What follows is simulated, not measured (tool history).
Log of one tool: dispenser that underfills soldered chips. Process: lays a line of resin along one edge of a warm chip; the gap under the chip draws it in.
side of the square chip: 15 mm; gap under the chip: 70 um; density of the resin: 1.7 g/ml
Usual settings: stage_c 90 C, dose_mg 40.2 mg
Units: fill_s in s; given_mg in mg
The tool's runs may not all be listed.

{"run": 1, "hour": 0.0, "stage_c": 90, "dose_mg": 40.2, "fill_s": 199.7, "given_mg": 37.45}
{"run": 2, "hour": 7.8, "stage_c": 90, "dose_mg": 40.2, "fill_s": 171.4, "given_mg": 37.33}
{"run": 3, "hour": 18.7, "stage_c": 92, "dose_mg": 40.2, "fill_s": 169.8, "given_mg": 36.93}
{"run": 4, "hour": 30.3, "stage_c": 92, "dose_mg": 40.2, "fill_s": 184.2, "given_mg": 36.78}
{"run": 5, "hour": 38.3, "stage_c": 92, "dose_mg": 40.2, "fill_s": 159.4, "given_mg": 36.29}
{"run": 6, "hour": 44.6, "stage_c": 92, "dose_mg": 40.2, "fill_s": 222.1, "given_mg": 36.21}
{"run": 7, "hour": 51.3, "stage_c": 92, "dose_mg": 40.2, "fill_s": 186.4, "given_mg": 36.03}
{"run": 8, "hour": 64.6, "stage_c": 90, "dose_mg": 41.9, "fill_s": 225.2, "given_mg": 37.26}
{"run": 9, "hour": 78.2, "stage_c": 90, "dose_mg": 41.9, "fill_s": 157.6, "given_mg": 41.49}
{"run": 10, "hour": 91.7, "stage_c": 90, "dose_mg": 40.2, "fill_s": 188.6, "given_mg": 39.82}
{"run": 11, "hour": 105.2, "stage_c": 90, "dose_mg": 41.8, "fill_s": 222.7, "given_mg": 40.63}
{"run": 12, "hour": 117.1, "stage_c": 90, "dose_mg": 41.8, "fill_s": 148.0, "given_mg": 40.42}
{"run": 13, "hour": 128.5, "stage_c": 90, "dose_mg": 41.8, "fill_s": 154.3, "given_mg": 39.87}
{"run": 14, "hour": 140.2, "stage_c": 90, "dose_mg": 40.2, "fill_s": 164.0, "given_mg": 37.82}
{"run": 15, "hour": 146.7, "stage_c": 90, "dose_mg": 40.2, "fill_s": 235.4, "given_mg": 37.92}
{"run": 16, "hour": 161.3, "stage_c": 90, "dose_mg": 40.2, "fill_s": 164.3, "given_mg": 37.49}
{"run": 17, "hour": 167.4, "stage_c": 90, "dose_mg": 40.2, "fill_s": 225.0, "given_mg": 37.34}
{"run": 18, "hour": 176.8, "stage_c": 90, "dose_mg": 40.2, "fill_s": 219.6, "given_mg": 36.7}
{"run": 19, "hour": 189.6, "stage_c": 90, "dose_mg": 41.5, "fill_s": 146.2, "given_mg": 37.85}
{"run": 20, "hour": 197.4, "stage_c": 90, "dose_mg": 41.5, "fill_s": 227.0, "given_mg": 38.16}
{"run": 21, "hour": 204.6, "stage_c": 90, "dose_mg": 41.5, "fill_s": 190.1, "given_mg": 37.77}
{"run": 22, "hour": 218.9, "stage_c": 90, "dose_mg": 35.3, "fill_s": 244.5, "given_mg": 31.8}
{"run": 23, "hour": 226.8, "stage_c": 90, "dose_mg": 35.3, "fill_s": 222.8, "given_mg": 31.78}
{"run": 24, "hour": 242.9, "stage_c": 103, "dose_mg": 40.2, "fill_s": 99.6, "given_mg": 39.91}
{"run": 25, "hour": 255.7, "stage_c": 103, "dose_mg": 40.2, "fill_s": 109.6, "given_mg": 39.7}
{"run": 26, "hour": 269.3, "stage_c": 88, "dose_mg": 52.1, "fill_s": 223.8, "given_mg": 50.89}
{"run": 27, "hour": 278.4, "stage_c": 101, "dose_mg": 34.2, "fill_s": 142.0, "given_mg": 33.19}
{"run": 28, "hour": 293.6, "stage_c": 101, "dose_mg": 47.5, "fill_s": 102.1, "given_mg": 45.66}
{"run": 29, "hour": 306.8, "stage_c": 100, "dose_mg": 46.0, "fill_s": 120.1, "given_mg": 43.51}
{"run": 30, "hour": 315.6, "stage_c": 85, "dose_mg": 44.3, "fill_s": 190.7, "given_mg": 41.75}
{"run": 31, "hour": 324.7, "stage_c": 89, "dose_mg": 47.7, "fill_s": 154.1, "given_mg": 44.73}
{"run": 32, "hour": 332.4, "stage_c": 89, "dose_mg": 47.7, "fill_s": 230.2, "given_mg": 44.5}
{"run": 33, "hour": 339.2, "stage_c": 75, "dose_mg": 36.5, "fill_s": 345.5, "given_mg": 33.76}
{"run": 34, "hour": 348.6, "stage_c": 81, "dose_mg": 44.2, "fill_s": 246.7, "given_mg": 40.82}
{"run": 35, "hour": 361.8, "stage_c": 81, "dose_mg": 44.2, "fill_s": 294.7, "given_mg": 40.5}

Taken out of this log: 37 entries between the listed runs. Where each belongs, and how the hidden state differs across it:
Between runs 1 and 2: new syringe of resin (hour 4.6)
  resin's viscosity, % of fresh resin's: 135.1 -> 117.3; dose that the valve gives, % of what is set: 93.18 -> 92.67; true chip temperature over the reading, C: -0.87 -> -0.88
  measured less the result without the state, fill_s: +58.3 -> +32.1 s; given_mg: -2.74 -> -2.95 mg
Between runs 2 and 3: new syringe of resin (hour 14.4)
  resin's viscosity, % of fresh resin's: 117.3 -> 125.2; dose that the valve gives, % of what is set: 92.67 -> 91.97; true chip temperature over the reading, C: -0.88 -> -0.9
  measured less the result without the state, fill_s: +32.1 -> +40.7 s; given_mg: -2.95 -> -3.23 mg
Between runs 3 and 4: new syringe of resin (hour 25.1)
  resin's viscosity, % of fresh resin's: 125.2 -> 133.1; dose that the valve gives, % of what is set: 91.97 -> 91.18; true chip temperature over the reading, C: -0.9 -> -0.93
  measured less the result without the state, fill_s: +40.7 -> +52.8 s; given_mg: -3.23 -> -3.55 mg
Between runs 4 and 5: new syringe of resin (hour 35.9)
  resin's viscosity, % of fresh resin's: 133.1 -> 114.5; dose that the valve gives, % of what is set: 91.18 -> 90.71; true chip temperature over the reading, C: -0.93 -> -0.94
  measured less the result without the state, fill_s: +52.8 -> +27.5 s; given_mg: -3.55 -> -3.72 mg
Between runs 6 and 7: new syringe of resin (hour 45.8)
  resin's viscosity, % of fresh resin's: 160.3 -> 135.7; dose that the valve gives, % of what is set: 90.24 -> 89.85; true chip temperature over the reading, C: -0.95 -> -0.97
  measured less the result without the state, fill_s: +91.1 -> +56.8 s; given_mg: -3.92 -> -4.08 mg
Between runs 7 and 8: new syringe of resin (hour 56.3)
  resin's viscosity, % of fresh resin's: 135.7 -> 155.2; dose that the valve gives, % of what is set: 89.85 -> 89.01; true chip temperature over the reading, C: -0.97 -> -0.99
  measured less the result without the state, fill_s: +56.8 -> +88.1 s; given_mg: -4.08 -> -4.61 mg
Between runs 8 and 9: new syringe of resin (hour 66.3); dispensing valve cleaned and set on the balance (hour 67.3); new syringe of resin (hour 77.1)
  resin's viscosity, % of fresh resin's: 155.2 -> 107.5; dose that the valve gives, % of what is set: 89.01 -> 99.1; true chip temperature over the reading, C: -0.99 -> -1.01
  measured less the result without the state, fill_s: +88.1 -> +16.5 s; given_mg: -4.61 -> -0.38 mg
Between runs 9 and 10: new syringe of resin (hour 87.0)
  resin's viscosity, % of fresh resin's: 107.5 -> 130; dose that the valve gives, % of what is set: 99.1 -> 98.18; true chip temperature over the reading, C: -1.01 -> -1.04
  measured less the result without the state, fill_s: +16.5 -> +49.5 s; given_mg: -0.38 -> -0.73 mg
Between runs 10 and 11: new syringe of resin (hour 97.2)
  resin's viscosity, % of fresh resin's: 130 -> 154.3; dose that the valve gives, % of what is set: 98.18 -> 97.34; true chip temperature over the reading, C: -1.04 -> -1.06
  measured less the result without the state, fill_s: +49.5 -> +84.6 s; given_mg: -0.73 -> -1.11 mg
Between runs 11 and 12: new syringe of resin (hour 107.4); new syringe of resin (hour 117.1)
  resin's viscosity, % of fresh resin's: 154.3 -> 100; dose that the valve gives, % of what is set: 97.34 -> 96.57; true chip temperature over the reading, C: -1.06 -> -1.09
  measured less the result without the state, fill_s: +84.6 -> +6.6 s; given_mg: -1.11 -> -1.44 mg
Between runs 12 and 13: new syringe of resin (hour 127.6)
  resin's viscosity, % of fresh resin's: 100 -> 105.8; dose that the valve gives, % of what is set: 96.57 -> 95.81; true chip temperature over the reading, C: -1.09 -> -1.1
  measured less the result without the state, fill_s: +6.6 -> +15.2 s; given_mg: -1.44 -> -1.75 mg
Between runs 13 and 14: new syringe of resin (hour 138.6)
  resin's viscosity, % of fresh resin's: 105.8 -> 110.4; dose that the valve gives, % of what is set: 95.81 -> 95.02; true chip temperature over the reading, C: -1.1 -> -1.13
  measured less the result without the state, fill_s: +15.2 -> +22.8 s; given_mg: -1.75 -> -1.98 mg
Between runs 15 and 16: new syringe of resin (hour 148.7); new syringe of resin (hour 159.3)
  resin's viscosity, % of fresh resin's: 157.5 -> 109.2; dose that the valve gives, % of what is set: 94.59 -> 93.65; true chip temperature over the reading, C: -1.14 -> -1.16
  measured less the result without the state, fill_s: +93.5 -> +22.1 s; given_mg: -2.17 -> -2.54 mg
Between runs 17 and 18: new syringe of resin (hour 169.6)
  resin's viscosity, % of fresh resin's: 151.7 -> 147.5; dose that the valve gives, % of what is set: 93.3 -> 92.66; true chip temperature over the reading, C: -1.17 -> -1.19
  measured less the result without the state, fill_s: +84.8 -> +79.2 s; given_mg: -2.68 -> -2.92 mg
Between runs 18 and 19: new syringe of resin (hour 179.6); new syringe of resin (hour 189.6)
  resin's viscosity, % of fresh resin's: 147.5 -> 100.5; dose that the valve gives, % of what is set: 92.66 -> 91.83; true chip temperature over the reading, C: -1.19 -> -1.22
  measured less the result without the state, fill_s: +79.2 -> +9.1 s; given_mg: -2.92 -> -3.37 mg
Between runs 20 and 21: new syringe of resin (hour 200.3)
  resin's viscosity, % of fresh resin's: 153 -> 128.1; dose that the valve gives, % of what is set: 91.36 -> 90.83; true chip temperature over the reading, C: -1.23 -> -1.24
  measured less the result without the state, fill_s: +87.6 -> +50.8 s; given_mg: -3.61 -> -3.81 mg
Between runs 21 and 22: new syringe of resin (hour 210.6)
  resin's viscosity, % of fresh resin's: 128.1 -> 155.3; dose that the valve gives, % of what is set: 90.83 -> 89.93; true chip temperature over the reading, C: -1.24 -> -1.27
  measured less the result without the state, fill_s: +50.8 -> +99.7 s; given_mg: -3.81 -> -3.56 mg
Between runs 22 and 23: new syringe of resin (hour 220.4)
  resin's viscosity, % of fresh resin's: 155.3 -> 141.4; dose that the valve gives, % of what is set: 89.93 -> 89.45; true chip temperature over the reading, C: -1.27 -> -1.28
  measured less the result without the state, fill_s: +99.7 -> +78.1 s; given_mg: -3.56 -> -3.74 mg
Between runs 23 and 24: new syringe of resin (hour 230.4); dispensing valve cleaned and set on the balance (hour 231.4); new syringe of resin (hour 241.4)
  resin's viscosity, % of fresh resin's: 141.4 -> 107.7; dose that the valve gives, % of what is set: 89.45 -> 99.21; true chip temperature over the reading, C: -1.28 -> -1.31
  measured less the result without the state, fill_s: +78.1 -> +11.4 s; given_mg: -3.74 -> -0.32 mg
Between runs 24 and 25: new syringe of resin (hour 252.1)
  resin's viscosity, % of fresh resin's: 107.7 -> 119.9; dose that the valve gives, % of what is set: 99.21 -> 98.36; true chip temperature over the reading, C: -1.31 -> -1.34
  measured less the result without the state, fill_s: +11.4 -> +22.7 s; given_mg: -0.32 -> -0.66 mg
Between runs 25 and 26: new syringe of resin (hour 262.6)
  resin's viscosity, % of fresh resin's: 119.9 -> 143.8; dose that the valve gives, % of what is set: 98.36 -> 97.35; true chip temperature over the reading, C: -1.34 -> -1.36
  measured less the result without the state, fill_s: +22.7 -> +75.9 s; given_mg: -0.66 -> -1.38 mg
Between runs 26 and 27: new syringe of resin (hour 272.7)
  resin's viscosity, % of fresh resin's: 143.8 -> 136.7; dose that the valve gives, % of what is set: 97.35 -> 96.73; true chip temperature over the reading, C: -1.36 -> -1.38
  measured less the result without the state, fill_s: +75.9 -> +44.1 s; given_mg: -1.38 -> -1.13 mg
Between runs 27 and 28: new syringe of resin (hour 282.8); new syringe of resin (hour 293.3)
  resin's viscosity, % of fresh resin's: 136.7 -> 103.3; dose that the valve gives, % of what is set: 96.73 -> 95.81; true chip temperature over the reading, C: -1.38 -> -1.41
  measured less the result without the state, fill_s: +44.1 -> +8.2 s; given_mg: -1.13 -> -2.00 mg
Between runs 28 and 29: new syringe of resin (hour 303.7)
  resin's viscosity, % of fresh resin's: 103.3 -> 118.4; dose that the valve gives, % of what is set: 95.81 -> 94.95; true chip temperature over the reading, C: -1.41 -> -1.43
  measured less the result without the state, fill_s: +8.2 -> +24.1 s; given_mg: -2.00 -> -2.32 mg
Between runs 29 and 30: new syringe of resin (hour 314.2)
  resin's viscosity, % of fresh resin's: 118.4 -> 107.1; dose that the valve gives, % of what is set: 94.95 -> 94.4; true chip temperature over the reading, C: -1.43 -> -1.45
  measured less the result without the state, fill_s: +24.1 -> +23.2 s; given_mg: -2.32 -> -2.48 mg
Between runs 30 and 31: new syringe of resin (hour 324.7)
  resin's viscosity, % of fresh resin's: 107.1 -> 100.7; dose that the valve gives, % of what is set: 94.4 -> 93.79; true chip temperature over the reading, C: -1.45 -> -1.46
  measured less the result without the state, fill_s: +23.2 -> +9.9 s; given_mg: -2.48 -> -2.96 mg
Between runs 32 and 33: new syringe of resin (hour 334.7)
  resin's viscosity, % of fresh resin's: 153.1 -> 125.7; dose that the valve gives, % of what is set: 93.22 -> 92.79; true chip temperature over the reading, C: -1.48 -> -1.49
  measured less the result without the state, fill_s: +88.6 -> +92.1 s; given_mg: -3.23 -> -2.62 mg
Between runs 33 and 34: new syringe of resin (hour 345.5)
  resin's viscosity, % of fresh resin's: 125.7 -> 117.7; dose that the valve gives, % of what is set: 92.79 -> 92.22; true chip temperature over the reading, C: -1.49 -> -1.51
  measured less the result without the state, fill_s: +92.1 -> +50.9 s; given_mg: -2.62 -> -3.46 mg
Between runs 34 and 35: new syringe of resin (hour 355.7)
  resin's viscosity, % of fresh resin's: 117.7 -> 139.6; dose that the valve gives, % of what is set: 92.22 -> 91.35; true chip temperature over the reading, C: -1.51 -> -1.54
  measured less the result without the state, fill_s: +50.9 -> +98.0 s; given_mg: -3.46 -> -3.82 mg
